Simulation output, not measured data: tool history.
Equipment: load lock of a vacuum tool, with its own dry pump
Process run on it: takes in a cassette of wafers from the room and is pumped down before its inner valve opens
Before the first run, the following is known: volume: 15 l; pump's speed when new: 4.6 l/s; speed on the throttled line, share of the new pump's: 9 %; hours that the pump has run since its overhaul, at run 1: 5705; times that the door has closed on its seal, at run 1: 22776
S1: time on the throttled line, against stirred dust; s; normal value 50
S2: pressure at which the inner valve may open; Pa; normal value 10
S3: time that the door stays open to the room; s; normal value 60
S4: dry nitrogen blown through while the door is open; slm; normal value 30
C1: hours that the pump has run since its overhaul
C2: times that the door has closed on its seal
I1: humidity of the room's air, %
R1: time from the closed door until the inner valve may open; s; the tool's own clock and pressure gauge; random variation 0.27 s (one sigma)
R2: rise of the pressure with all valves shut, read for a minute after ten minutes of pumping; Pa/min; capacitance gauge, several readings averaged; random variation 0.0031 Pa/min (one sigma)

run 1 hour=0 | S1=50 S2=10 S3=60 S4=30 | C1=5705 C2=22776 | I1=45 | R1=77.6 R2=0.107
run 2 hour=195.5 | S1=50 S2=10 S3=60 S4=30 | C1=5900 C2=23197 | I1=47.2 | R1=77.4 R2=0.109
run 3 hour=359.5 | S1=50 S2=10 S3=60 S4=30 | C1=6064 C2=23549 | I1=42.7 | R1=77.9 R2=0.1
run 4 hour=537.1 | S1=50 S2=10 S3=60 S4=30 | C1=6242 C2=23931 | I1=42.1 | R1=77.4 R2=0.103
run 5 hour=676.8 | S1=50 S2=10 S3=60 S4=30 | C1=6382 C2=24231 | I1=44.2 | R1=78.6 R2=0.106
run 6 hour=808.2 | S1=50 S2=10 S3=60 S4=41 | C1=6513 C2=24514 | I1=47.1 | R1=77.9 R2=0.104
run 7 hour=1016.1 | S1=50 S2=10 S3=60 S4=41 | C1=6721 C2=24961 | I1=43.7 | R1=78.5 R2=0.098
run 8 hour=1210.7 | S1=50 S2=10 S3=60 S4=41 | C1=6915 C2=25379 | I1=43.1 | R1=78.3 R2=0.097
run 9 hour=1487.5 | S1=50 S2=10 S3=60 S4=41 | C1=7192 C2=25974 | I1=43.3 | R1=77.9 R2=0.103
run 10 hour=1684.7 | S1=50 S2=10 S3=60 S4=30 | C1=7389 C2=26398 | I1=44 | R1=78.7 R2=0.115
run 11 hour=1979.2 | S1=50 S2=10 S3=60 S4=30 | C1=7684 C2=27031 | I1=46.7 | R1=78.7 R2=0.122
run 12 hour=2221.1 | S1=50 S2=10 S3=60 S4=6 | C1=7926 C2=27551 | I1=42.9 | R1=78.5 R2=0.15
run 13 hour=2436.7 | S1=50 S2=10 S3=60 S4=6 | C1=8141 C2=28015 | I1=42.8 | R1=78.2 R2=0.155
run 14 hour=2701.3 | S1=71 S2=10 S3=60 S4=6 | C1=8406 C2=28584 | I1=45.2 | R1=97.5 R2=0.16
run 15 hour=2861.9 | S1=71 S2=12 S3=60 S4=6 | C1=8567 C2=28929 | I1=46 | R1=97.3 R2=0.164
run 16 hour=2992.5 | S1=50 S2=16 S3=60 S4=30 | C1=8697 C2=29210 | I1=45.9 | R1=76.8 R2=0.121
run 17 hour=3203.4 | S1=50 S2=10 S3=60 S4=5 | C1=8908 C2=29663 | I1=45.9 | R1=79 R2=0.172
run 18 hour=3382.3 | S1=50 S2=10 S3=49 S4=30 | C1=9087 C2=30048 | I1=46.3 | R1=79.1 R2=0.119
run 19 hour=3680 | S1=50 S2=10 S3=49 S4=30 | C1=9385 C2=30688 | I1=45.7 | R1=79.5 R2=0.118
run 20 hour=3876.9 | S1=50 S2=10 S3=75 S4=30 | C1=9582 C2=31111 | I1=47 | R1=79.4 R2=0.138
run 21 hour=4028.2 | S1=31 S2=15 S3=60 S4=5 | C1=9733 C2=31436 | I1=44.3 | R1=60.7 R2=0.174
run 22 hour=4277.6 | S1=42 S2=16 S3=60 S4=30 | C1=9982 C2=31972 | I1=45.4 | R1=70.4 R2=0.14
run 23 hour=4399.1 | S1=50 S2=7 S3=26 S4=39 | C1=10104 C2=32234 | I1=48.1 | R1=80.8 R2=0.102
run 24 hour=4670.9 | S1=50 S2=7 S3=26 S4=39 | C1=10376 C2=32818 | I1=46.1 | R1=80.9 R2=0.099
run 25 hour=4942.2 | S1=58 S2=12 S3=53 S4=31 | C1=10647 C2=33401 | I1=44.9 | R1=86.4 R2=0.126
run 26 hour=5194.2 | S1=58 S2=10 S3=32 S4=31 | C1=10899 C2=33943 | I1=44.9 | R1=87.4 R2=0.109
run 27 hour=5486.5 | S1=50 S2=10 S3=60 S4=14 | C1=11191 C2=34571 | I1=43.7 | R1=79.9 R2=0.157
run 28 hour=5768.5 | S1=91 S2=10 S3=39 S4=40 | C1=11473 C2=35177 | I1=43.2 | R1=116.9 R2=0.119
run 29 hour=6012.4 | S1=48 S2=10 S3=145 S4=12 | C1=11717 C2=35702 | I1=43.8 | R1=78.6 R2=0.236
run 30 hour=6196.6 | S1=57 S2=13 S3=145 S4=5 | C1=11901 C2=36098 | I1=45.7 | R1=85.5 R2=0.283
run 31 hour=6490.4 | S1=52 S2=18 S3=152 S4=5 | C1=12195 C2=36729 | I1=44.9 | R1=79.5 R2=0.288
run 32 hour=6617.6 | S1=52 S2=18 S3=152 S4=5 | C1=12322 C2=37003 | I1=42.3 | R1=80 R2=0.272
run 33 hour=6865.2 | S1=44 S2=20 S3=238 S4=9 | C1=12570 C2=37535 | I1=43.8 | R1=72.4 R2=0.324
run 34 hour=7016.4 | S1=44 S2=20 S3=238 S4=9 | C1=12721 C2=37860 | I1=45.9 | R1=72.6 R2=0.338
run 35 hour=7161.1 | S1=44 S2=20 S3=238 S4=9 | C1=12866 C2=38171 | I1=46.7 | R1=72.4 R2=0.335
run 36 hour=7334.3 | S1=40 S2=10 S3=60 S4=30 | C1=13039 C2=38543 | I1=45.5 | R1=71.6 R2=0.149
run 37 hour=7598.8 | S1=38 S2=19 S3=154 S4=5 | C1=13304 C2=39112 | I1=44.2 | R1=67.4 R2=0.284
run 38 hour=7876 | S1=38 S2=14 S3=35 S4=5 | C1=13581 C2=39708 | I1=47.8 | R1=68.6 R2=0.168

Forecast each of these 3 alternatives for the next run:
run A hour=7997.8 | S1=38 S2=14 S3=43 S4=8 | C1=13702 C2=39970 | I1=49.1 | R1=? R2=?
run B hour=7997.8 | S1=38 S2=9 S3=58 S4=17 | C1=13702 C2=39970 | I1=43.9 | R1=? R2=?
run C hour=7997.8 | S1=38 S2=16 S3=35 S4=5 | C1=13702 C2=39970 | I1=45.8 | R1=? R2=?

run=A R1=69.1 R2=0.179
run=B R1=70.7 R2=0.166
run=C R1=68.7 R2=0.167
With no hidden state in the tool, these same runs would have given:
run=A R1=63.9 R2=0.092
run=B R1=65.2 R2=0.078
run=C R1=63.5 R2=0.081

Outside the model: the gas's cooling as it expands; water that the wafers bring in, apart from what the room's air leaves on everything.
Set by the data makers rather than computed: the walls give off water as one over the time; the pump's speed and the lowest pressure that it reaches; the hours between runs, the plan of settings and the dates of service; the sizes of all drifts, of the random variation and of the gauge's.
